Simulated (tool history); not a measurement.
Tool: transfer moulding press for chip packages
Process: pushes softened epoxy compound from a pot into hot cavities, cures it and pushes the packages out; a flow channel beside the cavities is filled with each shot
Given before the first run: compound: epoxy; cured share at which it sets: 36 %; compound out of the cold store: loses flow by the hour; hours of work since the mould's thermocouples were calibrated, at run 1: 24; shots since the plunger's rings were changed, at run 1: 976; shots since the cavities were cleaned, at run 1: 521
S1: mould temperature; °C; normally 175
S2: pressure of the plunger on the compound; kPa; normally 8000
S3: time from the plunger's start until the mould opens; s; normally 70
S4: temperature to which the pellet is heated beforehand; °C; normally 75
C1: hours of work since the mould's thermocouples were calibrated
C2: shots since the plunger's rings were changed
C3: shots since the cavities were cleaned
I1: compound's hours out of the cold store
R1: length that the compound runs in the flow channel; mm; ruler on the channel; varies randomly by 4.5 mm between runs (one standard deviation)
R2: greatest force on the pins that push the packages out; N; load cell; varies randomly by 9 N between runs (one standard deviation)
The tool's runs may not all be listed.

{"run": 1, "hour": 0.0, "S1": 175, "S2": 8000, "S3": 70, "S4": 75, "C1": 24, "C2": 976, "C3": 521, "I1": 26.5, "R1": 595, "R2": 572}
{"run": 2, "hour": 4.5, "S1": 175, "S2": 8000, "S3": 70, "S4": 75, "C1": 27, "C2": 1026, "C3": 571, "I1": 31.0, "R1": 593, "R2": 609}
{"run": 3, "hour": 9.7, "S1": 175, "S2": 8000, "S3": 70, "S4": 75, "C1": 29, "C2": 1083, "C3": 628, "I1": 15.6, "R1": 623, "R2": 634}
{"run": 4, "hour": 13.8, "S1": 175, "S2": 8000, "S3": 70, "S4": 68, "C1": 32, "C2": 1130, "C3": 675, "I1": 12.6, "R1": 630, "R2": 663}
{"run": 5, "hour": 19.3, "S1": 175, "S2": 8000, "S3": 70, "S4": 68, "C1": 34, "C2": 1190, "C3": 735, "I1": 33.8, "R1": 586, "R2": 631}
{"run": 6, "hour": 27.7, "S1": 175, "S2": 8000, "S3": 70, "S4": 68, "C1": 39, "C2": 1284, "C3": 829, "I1": 29.1, "R1": 589, "R2": 645}
{"hour": 31.8, "done": "cavities cleaned with cleaning compound and waxed"}
{"run": 7, "hour": 34.3, "S1": 175, "S2": 8000, "S3": 70, "S4": 77, "C1": 41, "C2": 1340, "C3": 28, "I1": 28.7, "R1": 582, "R2": 414}
{"run": 8, "hour": 40.4, "S1": 175, "S2": 8000, "S3": 70, "S4": 77, "C1": 45, "C2": 1407, "C3": 95, "I1": 37.3, "R1": 564, "R2": 466}
{"run": 9, "hour": 47.7, "S1": 175, "S2": 8000, "S3": 70, "S4": 77, "C1": 48, "C2": 1488, "C3": 176, "I1": 25.7, "R1": 592, "R2": 497}
{"run": 10, "hour": 54.1, "S1": 175, "S2": 8000, "S3": 70, "S4": 82, "C1": 52, "C2": 1559, "C3": 247, "I1": 12.1, "R1": 639, "R2": 542}
{"run": 11, "hour": 58.6, "S1": 175, "S2": 8000, "S3": 70, "S4": 82, "C1": 54, "C2": 1610, "C3": 298, "I1": 16.2, "R1": 625, "R2": 532}
{"run": 12, "hour": 67.9, "S1": 175, "S2": 8000, "S3": 70, "S4": 82, "C1": 59, "C2": 1713, "C3": 401, "I1": 17.4, "R1": 621, "R2": 560}
{"run": 13, "hour": 72.2, "S1": 175, "S2": 8000, "S3": 70, "S4": 82, "C1": 61, "C2": 1761, "C3": 449, "I1": 13.4, "R1": 625, "R2": 578}
{"run": 14, "hour": 78.6, "S1": 175, "S2": 8000, "S3": 70, "S4": 82, "C1": 64, "C2": 1831, "C3": 519, "I1": 28.7, "R1": 588, "R2": 593}
{"run": 15, "hour": 85.5, "S1": 175, "S2": 8000, "S3": 70, "S4": 67, "C1": 68, "C2": 1907, "C3": 595, "I1": 38.7, "R1": 551, "R2": 611}
{"run": 16, "hour": 92.7, "S1": 175, "S2": 8000, "S3": 70, "S4": 67, "C1": 72, "C2": 1988, "C3": 676, "I1": 23.1, "R1": 598, "R2": 652}

Estimate the outcome of run 17 from the log above:
{"run": 17, "hour": 98.3, "S1": 175, "S2": 8000, "S3": 70, "S4": 67, "C1": 75, "C2": 2049, "C3": 737, "I1": 17.7, "R1": "?", "R2": "?"}

Run 17 yielded R1 611 mm, R2 679 N.
Had the tool carried no hidden state, the very same run would have given R1 627 mm, R2 429 N.
